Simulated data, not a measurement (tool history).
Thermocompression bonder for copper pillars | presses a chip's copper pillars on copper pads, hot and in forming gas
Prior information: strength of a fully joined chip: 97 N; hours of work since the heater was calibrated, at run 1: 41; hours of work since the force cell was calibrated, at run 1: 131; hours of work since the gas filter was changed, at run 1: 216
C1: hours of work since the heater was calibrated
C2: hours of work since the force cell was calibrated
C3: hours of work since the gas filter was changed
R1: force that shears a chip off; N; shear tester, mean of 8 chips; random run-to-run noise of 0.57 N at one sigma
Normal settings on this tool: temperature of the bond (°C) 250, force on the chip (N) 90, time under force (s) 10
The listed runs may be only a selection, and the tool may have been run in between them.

run 1 hour=0.0 | temperature_of_the_bond_(°C)=250 force_on_the_chip_(N)=90 time_under_force_(s)=10 | C1=41 C2=131 C3=216 | R1=34.4
run 2 hour=6.3 | temperature_of_the_bond_(°C)=250 force_on_the_chip_(N)=90 time_under_force_(s)=10 | C1=45 C2=135 C3=220 | R1=34.4
run 3 hour=18.8 | temperature_of_the_bond_(°C)=250 force_on_the_chip_(N)=90 time_under_force_(s)=10 | C1=52 C2=142 C3=227 | R1=34.3
run 4 hour=27.8 | temperature_of_the_bond_(°C)=250 force_on_the_chip_(N)=90 time_under_force_(s)=10 | C1=57 C2=147 C3=232 | R1=34.1
run 5 hour=36.8 | temperature_of_the_bond_(°C)=223 force_on_the_chip_(N)=90 time_under_force_(s)=10 | C1=62 C2=152 C3=237 | R1=24.1
run 6 hour=50.2 | temperature_of_the_bond_(°C)=223 force_on_the_chip_(N)=90 time_under_force_(s)=10 | C1=69 C2=159 C3=244 | R1=23.0
run 7 hour=56.8 | temperature_of_the_bond_(°C)=250 force_on_the_chip_(N)=90 time_under_force_(s)=10 | C1=73 C2=163 C3=248 | R1=34.3
run 8 hour=63.1 | temperature_of_the_bond_(°C)=250 force_on_the_chip_(N)=90 time_under_force_(s)=10 | C1=76 C2=166 C3=251 | R1=33.9
run 9 hour=71.8 | temperature_of_the_bond_(°C)=250 force_on_the_chip_(N)=90 time_under_force_(s)=10 | C1=81 C2=171 C3=256 | R1=35.0
run 10 hour=86.9 | temperature_of_the_bond_(°C)=250 force_on_the_chip_(N)=128 time_under_force_(s)=10 | C1=90 C2=179 C3=264 | R1=49.7
run 11 hour=94.2 | temperature_of_the_bond_(°C)=250 force_on_the_chip_(N)=128 time_under_force_(s)=10 | C1=94 C2=183 C3=268 | R1=47.7
run 12 hour=107.4 | temperature_of_the_bond_(°C)=250 force_on_the_chip_(N)=128 time_under_force_(s)=10 | C1=101 C2=191 C3=276 | R1=48.6
run 13 hour=115.4 | temperature_of_the_bond_(°C)=250 force_on_the_chip_(N)=128 time_under_force_(s)=10 | C1=105 C2=195 C3=280 | R1=48.4
run 14 hour=129.7 | temperature_of_the_bond_(°C)=250 force_on_the_chip_(N)=90 time_under_force_(s)=23 | C1=113 C2=203 C3=288 | R1=46.2
run 15 hour=136.0 | temperature_of_the_bond_(°C)=250 force_on_the_chip_(N)=90 time_under_force_(s)=23 | C1=117 C2=207 C3=292 | R1=45.8
run 16 hour=143.4 | temperature_of_the_bond_(°C)=250 force_on_the_chip_(N)=90 time_under_force_(s)=10 | C1=121 C2=211 C3=296 | R1=34.2
run 17 hour=157.6 | temperature_of_the_bond_(°C)=250 force_on_the_chip_(N)=90 time_under_force_(s)=10 | C1=129 C2=219 C3=304 | R1=33.3
run 18 hour=166.7 | temperature_of_the_bond_(°C)=250 force_on_the_chip_(N)=90 time_under_force_(s)=10 | C1=134 C2=224 C3=309 | R1=33.4
run 19 hour=180.9 | temperature_of_the_bond_(°C)=250 force_on_the_chip_(N)=96 time_under_force_(s)=10 | C1=142 C2=231 C3=316 | R1=36.7
-- hour=183.8 heater calibrated with a thermocouple chip
run 20 hour=195.2 | temperature_of_the_bond_(°C)=276 force_on_the_chip_(N)=90 time_under_force_(s)=12 | C1=6 C2=238 C3=323 | R1=48.0
run 21 hour=208.4 | temperature_of_the_bond_(°C)=250 force_on_the_chip_(N)=115 time_under_force_(s)=20 | C1=14 C2=245 C3=331 | R1=54.6
run 22 hour=220.7 | temperature_of_the_bond_(°C)=250 force_on_the_chip_(N)=115 time_under_force_(s)=20 | C1=20 C2=252 C3=337 | R1=55.6
run 23 hour=232.4 | temperature_of_the_bond_(°C)=250 force_on_the_chip_(N)=115 time_under_force_(s)=20 | C1=27 C2=259 C3=344 | R1=55.5
run 24 hour=240.0 | temperature_of_the_bond_(°C)=250 force_on_the_chip_(N)=115 time_under_force_(s)=20 | C1=31 C2=263 C3=348 | R1=54.2
-- hour=246.3 heater calibrated with a thermocouple chip, once more
run 25 hour=256.4 | temperature_of_the_bond_(°C)=243 force_on_the_chip_(N)=76 time_under_force_(s)=26 | C1=6 C2=271 C3=356 | R1=34.1
run 26 hour=268.3 | temperature_of_the_bond_(°C)=269 force_on_the_chip_(N)=65 time_under_force_(s)=10 | C1=12 C2=278 C3=363 | R1=27.5
-- hour=276.1 forming gas filter changed
run 27 hour=279.8 | temperature_of_the_bond_(°C)=249 force_on_the_chip_(N)=65 time_under_force_(s)=6 | C1=18 C2=284 C3=2 | R1=20.2
run 28 hour=291.5 | temperature_of_the_bond_(°C)=249 force_on_the_chip_(N)=65 time_under_force_(s)=6 | C1=25 C2=290 C3=9 | R1=19.1
run 29 hour=305.6 | temperature_of_the_bond_(°C)=249 force_on_the_chip_(N)=65 time_under_force_(s)=6 | C1=33 C2=298 C3=16 | R1=19.8
run 30 hour=313.4 | temperature_of_the_bond_(°C)=224 force_on_the_chip_(N)=82 time_under_force_(s)=10 | C1=37 C2=302 C3=21 | R1=22.8
run 31 hour=325.3 | temperature_of_the_bond_(°C)=277 force_on_the_chip_(N)=101 time_under_force_(s)=9 | C1=43 C2=309 C3=27 | R1=52.9
run 32 hour=339.8 | temperature_of_the_bond_(°C)=250 force_on_the_chip_(N)=73 time_under_force_(s)=10 | C1=51 C2=317 C3=35 | R1=28.6
run 33 hour=348.0 | temperature_of_the_bond_(°C)=257 force_on_the_chip_(N)=124 time_under_force_(s)=15 | C1=56 C2=321 C3=40 | R1=62.1
run 34 hour=359.5 | temperature_of_the_bond_(°C)=257 force_on_the_chip_(N)=124 time_under_force_(s)=15 | C1=62 C2=328 C3=46 | R1=61.2

Forecast run 35:
run 35 hour=368.4 | temperature_of_the_bond_(°C)=254 force_on_the_chip_(N)=91 time_under_force_(s)=10 | C1=67 C2=333 C3=51 | R1=?

Run 35 produced R1 39.4 N.
Without the tool's hidden state the same run would have given R1 39.2 N.
